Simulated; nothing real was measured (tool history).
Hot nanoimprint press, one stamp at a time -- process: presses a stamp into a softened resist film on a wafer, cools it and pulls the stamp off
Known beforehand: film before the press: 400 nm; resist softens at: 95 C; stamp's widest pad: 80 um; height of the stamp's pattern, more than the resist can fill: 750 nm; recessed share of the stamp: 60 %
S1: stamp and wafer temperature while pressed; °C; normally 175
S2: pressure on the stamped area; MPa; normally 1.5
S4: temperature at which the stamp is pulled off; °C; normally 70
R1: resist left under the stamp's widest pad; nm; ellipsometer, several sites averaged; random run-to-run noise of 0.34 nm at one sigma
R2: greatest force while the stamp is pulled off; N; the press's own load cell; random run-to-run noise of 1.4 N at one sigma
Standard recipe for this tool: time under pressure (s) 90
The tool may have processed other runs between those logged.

{"run": 1, "hour": 0.0, "S1": 175, "S2": 1.5, "time under pressure (s)": 90, "S4": 70, "R1": 157.4, "R2": 99}
{"run": 2, "hour": 24.4, "S1": 175, "S2": 1.5, "time under pressure (s)": 90, "S4": 70, "R1": 157, "R2": 97}
{"run": 3, "hour": 59.8, "S1": 175, "S2": 1.5, "time under pressure (s)": 55, "S4": 70, "R1": 191.1, "R2": 99}
{"run": 4, "hour": 92.5, "S1": 175, "S2": 1.5, "time under pressure (s)": 55, "S4": 70, "R1": 190.7, "R2": 95}
{"run": 5, "hour": 122.8, "S1": 168, "S2": 1.5, "time under pressure (s)": 90, "S4": 70, "R1": 192.2, "R2": 94}
{"run": 6, "hour": 147.5, "S1": 182, "S2": 1.5, "time under pressure (s)": 90, "S4": 70, "R1": 131, "R2": 92}
{"run": 7, "hour": 167.9, "S1": 182, "S2": 1.5, "time under pressure (s)": 90, "S4": 70, "R1": 131.1, "R2": 95}
{"run": 8, "hour": 187.5, "S1": 187, "S2": 1.5, "time under pressure (s)": 90, "S4": 70, "R1": 114.4, "R2": 96}
{"run": 9, "hour": 223.7, "S1": 187, "S2": 1.5, "time under pressure (s)": 90, "S4": 70, "R1": 115.1, "R2": 95}
{"run": 10, "hour": 246.6, "S1": 187, "S2": 1.5, "time under pressure (s)": 139, "S4": 70, "R1": 95.5, "R2": 95}
{"run": 11, "hour": 268.0, "S1": 175, "S2": 1.5, "time under pressure (s)": 103, "S4": 70, "R1": 150.6, "R2": 95}
{"run": 12, "hour": 298.6, "S1": 175, "S2": 1.45, "time under pressure (s)": 90, "S4": 70, "R1": 161.2, "R2": 96}
{"run": 13, "hour": 323.9, "S1": 175, "S2": 1.5, "time under pressure (s)": 90, "S4": 70, "R1": 159.1, "R2": 94}
{"hour": 341.1, "done": "plate thermocouple calibrated"}
{"run": 14, "hour": 363.8, "S1": 175, "S2": 1.5, "time under pressure (s)": 90, "S4": 70, "R1": 159.3, "R2": 97}
{"run": 15, "hour": 397.0, "S1": 175, "S2": 1.5, "time under pressure (s)": 90, "S4": 70, "R1": 159.6, "R2": 94}
{"run": 16, "hour": 420.9, "S1": 165, "S2": 1.5, "time under pressure (s)": 98, "S4": 77, "R1": 204.1, "R2": 76}
{"run": 17, "hour": 457.3, "S1": 175, "S2": 1.91, "time under pressure (s)": 141, "S4": 70, "R1": 118.1, "R2": 95}
{"run": 18, "hour": 490.7, "S1": 175, "S2": 1.91, "time under pressure (s)": 141, "S4": 70, "R1": 118.4, "R2": 96}
{"run": 19, "hour": 523.2, "S1": 175, "S2": 1.91, "time under pressure (s)": 141, "S4": 70, "R1": 118.4, "R2": 97}
{"run": 20, "hour": 545.4, "S1": 166, "S2": 2.06, "time under pressure (s)": 47, "S4": 62, "R1": 227.4, "R2": 120}
{"hour": 565.6, "done": "stamp cleaned and given a new release coat"}
{"run": 21, "hour": 582.0, "S1": 168, "S2": 2.34, "time under pressure (s)": 47, "S4": 62, "R1": 205.4, "R2": 117}
{"run": 22, "hour": 598.6, "S1": 168, "S2": 2.34, "time under pressure (s)": 47, "S4": 62, "R1": 205.6, "R2": 116}
{"run": 23, "hour": 620.2, "S1": 170, "S2": 2, "time under pressure (s)": 55, "S4": 72, "R1": 196.5, "R2": 88}
{"run": 24, "hour": 652.5, "S1": 175, "S2": 0.94, "time under pressure (s)": 90, "S4": 63, "R1": 197.9, "R2": 114}
{"run": 25, "hour": 669.0, "S1": 165, "S2": 1.35, "time under pressure (s)": 90, "S4": 73, "R1": 220.8, "R2": 86}
{"run": 26, "hour": 690.0, "S1": 165, "S2": 1.35, "time under pressure (s)": 78, "S4": 73, "R1": 232.3, "R2": 86}
{"run": 27, "hour": 721.1, "S1": 165, "S2": 1.35, "time under pressure (s)": 78, "S4": 73, "R1": 232.2, "R2": 84}
{"run": 28, "hour": 756.3, "S1": 165, "S2": 1.35, "time under pressure (s)": 78, "S4": 73, "R1": 232.8, "R2": 89}
{"run": 29, "hour": 790.7, "S1": 175, "S2": 2.29, "time under pressure (s)": 130, "S4": 70, "R1": 112.8, "R2": 97}

Each row is a separate what-if for the run after 29, all from the same tool condition, not one after another. Results?
{"hour": 793.3, "done": "gauge calibrated"}
{"run": "A", "hour": 824.8, "S1": 167, "S2": 2.29, "time under pressure (s)": 101, "S4": 70, "R1": "?", "R2": "?"}
{"hour": 793.3, "done": "gauge calibrated"}
{"run": "B", "hour": 824.8, "S1": 175, "S2": 1.09, "time under pressure (s)": 90, "S4": 67, "R1": "?", "R2": "?"}
{"hour": 793.3, "done": "gauge calibrated"}
{"run": "C", "hour": 824.8, "S1": 175, "S2": 1.85, "time under pressure (s)": 90, "S4": 70, "R1": "?", "R2": "?"}
{"hour": 793.3, "done": "gauge calibrated"}
{"run": "D", "hour": 824.8, "S1": 175, "S2": 1.36, "time under pressure (s)": 90, "S4": 70, "R1": "?", "R2": "?"}
{"hour": 793.3, "done": "gauge calibrated"}
{"run": "E", "hour": 824.8, "S1": 175, "S2": 2.29, "time under pressure (s)": 130, "S4": 63, "R1": "?", "R2": "?"}

run=A R1=156.5 R2=96
run=B R1=181.7 R2=104
run=C R1=143.4 R2=93
run=D R1=165.5 R2=95
run=E R1=110 R2=115
Without the tool's hidden state the same runs would have given:
run=A R1=156.3 R2=96
run=B R1=181.6 R2=104
run=C R1=143.2 R2=92
run=D R1=165.4 R2=94
run=E R1=109.8 R2=115
